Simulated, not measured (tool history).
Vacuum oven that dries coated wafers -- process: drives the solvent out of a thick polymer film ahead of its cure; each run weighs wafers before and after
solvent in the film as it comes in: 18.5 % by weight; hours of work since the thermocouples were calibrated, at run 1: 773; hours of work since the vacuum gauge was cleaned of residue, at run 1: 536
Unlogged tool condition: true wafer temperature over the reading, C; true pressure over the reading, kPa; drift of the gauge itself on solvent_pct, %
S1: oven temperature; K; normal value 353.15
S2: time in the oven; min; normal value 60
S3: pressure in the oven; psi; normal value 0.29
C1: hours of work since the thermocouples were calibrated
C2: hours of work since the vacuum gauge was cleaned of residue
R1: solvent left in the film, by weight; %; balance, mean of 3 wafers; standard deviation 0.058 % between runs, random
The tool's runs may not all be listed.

{"run": 1, "hour": 0.0, "S1": 353.15, "S2": 60, "S3": 0.29, "C1": 773, "C2": 536, "R1": 4.94}
{"run": 2, "hour": 7.7, "S1": 353.15, "S2": 60, "S3": 0.312, "C1": 779, "C2": 542, "R1": 5.07}
{"run": 3, "hour": 18.1, "S1": 349.15, "S2": 60, "S3": 0.29, "C1": 787, "C2": 551, "R1": 6.76}
{"run": 4, "hour": 33.4, "S1": 349.15, "S2": 60, "S3": 0.29, "C1": 799, "C2": 563, "R1": 6.67}
{"run": 5, "hour": 51.4, "S1": 349.15, "S2": 60, "S3": 0.29, "C1": 813, "C2": 577, "R1": 6.62}
{"run": 6, "hour": 68.2, "S1": 353.15, "S2": 60, "S3": 0.338, "C1": 827, "C2": 591, "R1": 5.03}
{"run": 7, "hour": 81.9, "S1": 353.15, "S2": 60, "S3": 0.338, "C1": 838, "C2": 601, "R1": 5.09}
{"run": 8, "hour": 92.0, "S1": 353.15, "S2": 60, "S3": 0.29, "C1": 846, "C2": 609, "R1": 4.92}
{"run": 9, "hour": 101.6, "S1": 353.15, "S2": 60, "S3": 0.29, "C1": 853, "C2": 617, "R1": 5.01}
{"run": 10, "hour": 113.8, "S1": 353.15, "S2": 60, "S3": 0.589, "C1": 863, "C2": 627, "R1": 5.69}
{"run": 11, "hour": 128.9, "S1": 353.15, "S2": 60, "S3": 0.29, "C1": 875, "C2": 639, "R1": 4.96}
{"run": 12, "hour": 141.6, "S1": 353.15, "S2": 60, "S3": 0.29, "C1": 885, "C2": 649, "R1": 5.07}
{"run": 13, "hour": 151.6, "S1": 353.15, "S2": 102, "S3": 0.29, "C1": 893, "C2": 657, "R1": 2.67}
{"run": 14, "hour": 161.7, "S1": 353.15, "S2": 60, "S3": 0.29, "C1": 901, "C2": 665, "R1": 5.07}
{"run": 15, "hour": 171.8, "S1": 353.15, "S2": 60, "S3": 0.29, "C1": 909, "C2": 673, "R1": 5.09}
{"run": 16, "hour": 180.0, "S1": 353.15, "S2": 60, "S3": 0.29, "C1": 916, "C2": 679, "R1": 5.16}
{"run": 17, "hour": 188.8, "S1": 353.15, "S2": 60, "S3": 0.29, "C1": 923, "C2": 686, "R1": 5}
{"run": 18, "hour": 205.3, "S1": 365.15, "S2": 60, "S3": 0.29, "C1": 936, "C2": 700, "R1": 1.2}
{"run": 19, "hour": 222.4, "S1": 365.15, "S2": 60, "S3": 0.29, "C1": 949, "C2": 713, "R1": 1.17}
{"run": 20, "hour": 234.9, "S1": 353.15, "S2": 60, "S3": 0.29, "C1": 959, "C2": 723, "R1": 4.98}
{"run": 21, "hour": 247.3, "S1": 353.15, "S2": 60, "S3": 0.29, "C1": 969, "C2": 733, "R1": 5.01}
{"run": 22, "hour": 259.6, "S1": 353.15, "S2": 53, "S3": 0.524, "C1": 979, "C2": 743, "R1": 6.17}
{"run": 23, "hour": 271.8, "S1": 353.15, "S2": 53, "S3": 0.524, "C1": 989, "C2": 752, "R1": 6.13}
{"run": 24, "hour": 290.2, "S1": 353.15, "S2": 51, "S3": 0.184, "C1": 1003, "C2": 767, "R1": 5.68}
{"run": 25, "hour": 304.6, "S1": 343.15, "S2": 60, "S3": 0.16, "C1": 1015, "C2": 778, "R1": 9.33}
{"run": 26, "hour": 322.0, "S1": 340.15, "S2": 104, "S3": 0.219, "C1": 1029, "C2": 792, "R1": 8.08}
{"run": 27, "hour": 340.4, "S1": 340.15, "S2": 104, "S3": 0.219, "C1": 1043, "C2": 807, "R1": 7.94}

Run 28 comes next. What will it give?
{"run": 28, "hour": 358.4, "S1": 367.15, "S2": 32, "S3": 0.29, "C1": 1057, "C2": 821, "R1": "?"}

{"run 28": {"R1": 2.7}}
On a tool with no hidden condition, and with the same random variation, this run would have come out at R1 2.47 %.

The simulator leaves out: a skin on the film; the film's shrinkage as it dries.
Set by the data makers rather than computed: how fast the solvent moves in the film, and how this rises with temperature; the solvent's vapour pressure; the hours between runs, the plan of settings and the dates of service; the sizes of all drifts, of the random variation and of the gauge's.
